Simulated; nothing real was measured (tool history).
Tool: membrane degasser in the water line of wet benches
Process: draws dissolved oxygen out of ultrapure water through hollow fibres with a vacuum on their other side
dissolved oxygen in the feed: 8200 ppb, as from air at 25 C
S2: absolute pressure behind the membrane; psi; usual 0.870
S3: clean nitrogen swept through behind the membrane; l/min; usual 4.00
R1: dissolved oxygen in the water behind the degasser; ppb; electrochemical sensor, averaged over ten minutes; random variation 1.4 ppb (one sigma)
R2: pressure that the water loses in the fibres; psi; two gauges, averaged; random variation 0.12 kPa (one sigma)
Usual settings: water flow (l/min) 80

run 1 hour=0.0 | water_flow_(l/min)=80 S2=0.870 S3=4.00 | R1=164.7 R2=4.123
run 2 hour=127.0 | water_flow_(l/min)=80 S2=0.870 S3=4.00 | R1=166.7 R2=4.139
run 3 hour=246.4 | water_flow_(l/min)=80 S2=1.949 S3=4.00 | R1=478.3 R2=4.157
run 4 hour=344.1 | water_flow_(l/min)=80 S2=1.949 S3=10.13 | R1=231.3 R2=4.179
run 5 hour=516.7 | water_flow_(l/min)=80 S2=1.949 S3=10.13 | R1=231.9 R2=4.144
run 6 hour=615.4 | water_flow_(l/min)=80 S2=1.949 S3=10.13 | R1=229.3 R2=4.192
run 7 hour=713.6 | water_flow_(l/min)=80 S2=1.949 S3=10.13 | R1=231.4 R2=4.168
run 8 hour=858.2 | water_flow_(l/min)=66 S2=1.949 S3=10.13 | R1=176.3 R2=3.442
run 9 hour=968.2 | water_flow_(l/min)=66 S2=1.949 S3=10.13 | R1=178.5 R2=3.469
run 10 hour=1118.8 | water_flow_(l/min)=80 S2=0.870 S3=5.88 | R1=133.3 R2=4.192
run 11 hour=1288.2 | water_flow_(l/min)=80 S2=0.870 S3=5.88 | R1=131.5 R2=4.186
run 12 hour=1437.6 | water_flow_(l/min)=80 S2=1.426 S3=5.88 | R1=251.2 R2=4.150
-- hour=1456.3 vacuum gauge calibrated
run 13 hour=1592.3 | water_flow_(l/min)=80 S2=1.426 S3=5.88 | R1=238.8 R2=4.202
run 14 hour=1706.2 | water_flow_(l/min)=80 S2=0.750 S3=4.00 | R1=125.6 R2=4.176
run 15 hour=1838.1 | water_flow_(l/min)=80 S2=0.750 S3=4.00 | R1=124.5 R2=4.232
run 16 hour=1940.2 | water_flow_(l/min)=80 S2=0.750 S3=4.00 | R1=126.4 R2=4.208
run 17 hour=2143.6 | water_flow_(l/min)=80 S2=0.750 S3=9.58 | R1=78.2 R2=4.206
-- hour=2220.8 seals of the vacuum lines changed
run 18 hour=2322.7 | water_flow_(l/min)=80 S2=1.440 S3=11.52 | R1=148.5 R2=4.219
run 19 hour=2444.5 | water_flow_(l/min)=49 S2=0.870 S3=6.20 | R1=55.9 R2=2.579
run 20 hour=2600.1 | water_flow_(l/min)=92 S2=1.698 S3=11.11 | R1=239.1 R2=4.849
run 21 hour=2709.8 | water_flow_(l/min)=92 S2=1.785 S3=3.16 | R1=599.6 R2=4.878
run 22 hour=2838.5 | water_flow_(l/min)=98 S2=1.213 S3=2.81 | R1=450.1 R2=5.195
run 23 hour=3010.5 | water_flow_(l/min)=99 S2=0.599 S3=11.06 | R1=116.5 R2=5.266
run 24 hour=3108.2 | water_flow_(l/min)=103 S2=1.549 S3=11.06 | R1=269.1 R2=5.461
run 25 hour=3203.5 | water_flow_(l/min)=68 S2=1.935 S3=6.14 | R1=278.4 R2=3.606
run 26 hour=3327.8 | water_flow_(l/min)=88 S2=2.160 S3=2.49 | R1=839.8 R2=4.691
run 27 hour=3467.6 | water_flow_(l/min)=88 S2=2.160 S3=2.49 | R1=850.4 R2=4.683
run 28 hour=3640.7 | water_flow_(l/min)=70 S2=0.804 S3=9.98 | R1=64.8 R2=3.727
run 29 hour=3727.0 | water_flow_(l/min)=70 S2=0.804 S3=9.98 | R1=64.2 R2=3.732
run 30 hour=3850.0 | water_flow_(l/min)=70 S2=0.804 S3=9.98 | R1=65.8 R2=3.756
run 31 hour=4024.6 | water_flow_(l/min)=70 S2=0.804 S3=9.98 | R1=66.0 R2=3.722
run 32 hour=4204.5 | water_flow_(l/min)=48 S2=0.870 S3=4.00 | R1=85.4 R2=2.569

Some steps in R1 between neighbouring runs. How much of each would the tool show without its hidden state too (settings, what came in, random variation), and how much is left for the hidden state, with any gauge scatter that isn't in both results?
The hidden state here: membrane still open, %; true pressure behind the membrane over the reading, kPa; air that leaks in behind the membrane, l/min; drift of the gauge itself on oxygen_ppb, %; drift of the gauge itself on loss_of_pressure_kpa, %.
Run 19 -> 20: water flow (l/min) 49 -> 92, S2 0.870 -> 1.698, S3 6.20 -> 11.11. R1 +183.2 ppb: hidden state +16.3, all else +166.9.
Run 20 -> 21: S2 1.698 -> 1.785, S3 11.11 -> 3.16. R1 +360.5 ppb: hidden state +0.8, all else +359.7.
Run 24 -> 25: water flow (l/min) 103 -> 68, S2 1.549 -> 1.935, S3 11.06 -> 6.14. R1 +9.3 ppb: hidden state -18.5, all else +27.8.
Run 25 -> 26: water flow (l/min) 68 -> 88, S2 1.935 -> 2.160, S3 6.14 -> 2.49. R1 +561.4 ppb: hidden state +12.0, all else +549.4.
Run 27 -> 28: water flow (l/min) 88 -> 70, S2 2.160 -> 0.804, S3 2.49 -> 9.98. R1 -785.6 ppb: hidden state -12.1, all else -773.5.
